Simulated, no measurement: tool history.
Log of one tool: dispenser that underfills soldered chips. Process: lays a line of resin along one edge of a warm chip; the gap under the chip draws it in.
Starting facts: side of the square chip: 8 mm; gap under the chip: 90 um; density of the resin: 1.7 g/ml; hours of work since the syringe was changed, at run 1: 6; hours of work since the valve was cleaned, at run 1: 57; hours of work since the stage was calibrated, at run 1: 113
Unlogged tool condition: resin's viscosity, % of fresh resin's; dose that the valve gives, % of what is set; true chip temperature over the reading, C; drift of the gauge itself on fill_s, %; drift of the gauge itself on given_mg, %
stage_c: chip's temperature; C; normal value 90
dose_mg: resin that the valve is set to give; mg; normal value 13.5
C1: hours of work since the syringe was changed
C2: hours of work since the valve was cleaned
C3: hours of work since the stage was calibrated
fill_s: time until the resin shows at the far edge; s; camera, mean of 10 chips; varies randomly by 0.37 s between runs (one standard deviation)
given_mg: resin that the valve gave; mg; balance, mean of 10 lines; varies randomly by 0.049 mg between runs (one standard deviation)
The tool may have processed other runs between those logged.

run 1 hour=0 | stage_c=90 dose_mg=13.5 | C1=6 C2=57 C3=113 | fill_s=31.6 given_mg=13.05
run 2 hour=3.2 | stage_c=90 dose_mg=13.5 | C1=8 C2=59 C3=115 | fill_s=38.2 given_mg=13.1
-- hour=5.6 new syringe of resin
run 3 hour=7.8 | stage_c=90 dose_mg=12.7 | C1=2 C2=63 C3=118 | fill_s=23.1 given_mg=12.35
run 4 hour=11 | stage_c=87 dose_mg=13.5 | C1=4 C2=65 C3=121 | fill_s=31.5 given_mg=13.13
run 5 hour=12.9 | stage_c=87 dose_mg=13.5 | C1=6 C2=66 C3=122 | fill_s=34.3 given_mg=13.2
run 6 hour=14.9 | stage_c=87 dose_mg=13.5 | C1=7 C2=68 C3=124 | fill_s=40.2 given_mg=13.12
run 7 hour=17.9 | stage_c=87 dose_mg=13.5 | C1=9 C2=70 C3=126 | fill_s=45.3 given_mg=13.02
-- hour=19 new syringe of resin
run 8 hour=22.1 | stage_c=90 dose_mg=13.5 | C1=2 C2=73 C3=129 | fill_s=24.5 given_mg=12.98
run 9 hour=25.6 | stage_c=90 dose_mg=13.5 | C1=5 C2=76 C3=131 | fill_s=29 given_mg=13.03
run 10 hour=28.6 | stage_c=90 dose_mg=13.5 | C1=7 C2=78 C3=134 | fill_s=34.2 given_mg=13
-- hour=32.5 new syringe of resin
run 11 hour=32.5 | stage_c=90 dose_mg=13.5 | C1=0 C2=81 C3=136 | fill_s=20.7 given_mg=12.95
run 12 hour=36.3 | stage_c=95 dose_mg=13.5 | C1=3 C2=84 C3=139 | fill_s=20.3 given_mg=12.97
run 13 hour=38.6 | stage_c=90 dose_mg=13.5 | C1=5 C2=85 C3=141 | fill_s=28.2 given_mg=13.01
run 14 hour=43.1 | stage_c=90 dose_mg=13.5 | C1=8 C2=89 C3=144 | fill_s=36.3 given_mg=12.97
run 15 hour=45.2 | stage_c=91 dose_mg=13.5 | C1=10 C2=90 C3=146 | fill_s=38.6 given_mg=12.97
-- hour=45.9 new syringe of resin
run 16 hour=47.7 | stage_c=85 dose_mg=13.5 | C1=1 C2=92 C3=148 | fill_s=28.1 given_mg=12.91
run 17 hour=52.3 | stage_c=85 dose_mg=13.5 | C1=5 C2=95 C3=151 | fill_s=36.5 given_mg=12.92
run 18 hour=55.5 | stage_c=85 dose_mg=13.5 | C1=7 C2=98 C3=154 | fill_s=43.4 given_mg=12.82
-- hour=59.1 new syringe of resin
run 19 hour=59.1 | stage_c=85 dose_mg=16.6 | C1=0 C2=100 C3=156 | fill_s=24 given_mg=15.78
run 20 hour=62.5 | stage_c=84 dose_mg=15.1 | C1=3 C2=103 C3=159 | fill_s=31.9 given_mg=14.36
run 21 hour=66.4 | stage_c=81 dose_mg=15.5 | C1=5 C2=106 C3=161 | fill_s=44.7 given_mg=14.72
run 22 hour=70.8 | stage_c=99 dose_mg=12.9 | C1=9 C2=109 C3=165 | fill_s=27.1 given_mg=12.23
-- hour=72.6 new syringe of resin
run 23 hour=75 | stage_c=87 dose_mg=13.8 | C1=2 C2=112 C3=168 | fill_s=26.6 given_mg=13.04
run 24 hour=78.9 | stage_c=87 dose_mg=13.8 | C1=5 C2=115 C3=171 | fill_s=32.6 given_mg=13.05
run 25 hour=80.9 | stage_c=94 dose_mg=11.7 | C1=6 C2=117 C3=172 | fill_s=28.6 given_mg=11.09
run 26 hour=83.8 | stage_c=92 dose_mg=11.6 | C1=8 C2=119 C3=174 | fill_s=36.4 given_mg=10.99
-- hour=86 new syringe of resin
run 27 hour=87.7 | stage_c=92 dose_mg=11.6 | C1=1 C2=121 C3=177 | fill_s=22.5 given_mg=10.96
run 28 hour=91.5 | stage_c=81 dose_mg=11.8 | C1=4 C2=124 C3=180 | fill_s=43.1 given_mg=11.08
run 29 hour=93.8 | stage_c=79 dose_mg=12.6 | C1=6 C2=126 C3=182 | fill_s=51.6 given_mg=11.84
run 30 hour=96.9 | stage_c=86 dose_mg=15.3 | C1=8 C2=128 C3=184 | fill_s=43 given_mg=14.44
-- hour=99.2 new syringe of resin
run 31 hour=101.6 | stage_c=86 dose_mg=15.3 | C1=2 C2=132 C3=187 | fill_s=26.8 given_mg=14.46
run 32 hour=104.6 | stage_c=102 dose_mg=14.9 | C1=4 C2=134 C3=190 | fill_s=16.3 given_mg=14.05
run 33 hour=108.7 | stage_c=93 dose_mg=15.3 | C1=7 C2=137 C3=193 | fill_s=29.3 given_mg=14.26
-- hour=111.5 dispensing valve cleaned and set on the balance
-- hour=113.7 new syringe of resin
run 34 hour=114.6 | stage_c=90 dose_mg=13.9 | C1=1 C2=2 C3=196 | fill_s=20.9 given_mg=14.06
run 35 hour=118.9 | stage_c=90 dose_mg=13.9 | C1=4 C2=5 C3=199 | fill_s=26.2 given_mg=13.87

For some of the steps in fill_s from one run to the next: how much would appear even if the tool had no hidden state, given the settings, what came in and random variation, and how much remains for the hidden state plus any gauge scatter that the measured result and the result without hidden state don't share?
Run 7 -> 8: stage_c 87 -> 90, new syringe of resin. fill_s -20.8 s: hidden state -18.4, all else -2.4.
Run 15 -> 16: stage_c 91 -> 85, new syringe of resin. fill_s -10.5 s: hidden state -16.7, all else +6.2.
Run 18 -> 19: dose_mg 13.5 -> 16.6, new syringe of resin. fill_s -19.4 s: hidden state -17.1, all else -2.3.
Run 27 -> 28: stage_c 92 -> 81, dose_mg 11.6 -> 11.8. fill_s +20.6 s: hidden state +8.8, all else +11.8.
